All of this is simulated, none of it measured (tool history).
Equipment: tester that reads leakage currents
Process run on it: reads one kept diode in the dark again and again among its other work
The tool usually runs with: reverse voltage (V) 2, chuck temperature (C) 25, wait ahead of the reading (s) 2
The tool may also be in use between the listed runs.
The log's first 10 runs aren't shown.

run	day	reverse voltage (V)	chuck temperature (C)	wait ahead of the reading (s)	current that the tester gives (pA)
# day 45.496: tester calibrated
11	47.442	2	51	2	394.63
12	53.317	2	51	2	388.38
# day 53.904: chuck's temperature calibrated
13	56.375	2	51	2	383.41
14	60.858	2	51	2	379.84
15	65.458	2	51	2	375.32
16	71.204	2	48	2	307.5
17	75.529	2	48	2	306.03
# day 80.367: chuck's temperature calibrated, once more
18	81.458	2	48	2	368.75
# day 84.404: probe card cleaned and baked
19	86.529	2	25	1	72.45
20	91.938	16.11	25	2	168.29
21	97.142	16.11	25	2	167.25
22	101.071	8.04	43	0.3	450.96

Expected results for the next run?
23	107.538	8.04	43	0.3	?

{"run 23": {"current that the tester gives (pA)": 448.61}}
With the hidden condition absent and the run-to-run variation left alone, this run would have shown current that the tester gives (pA) 457.03.
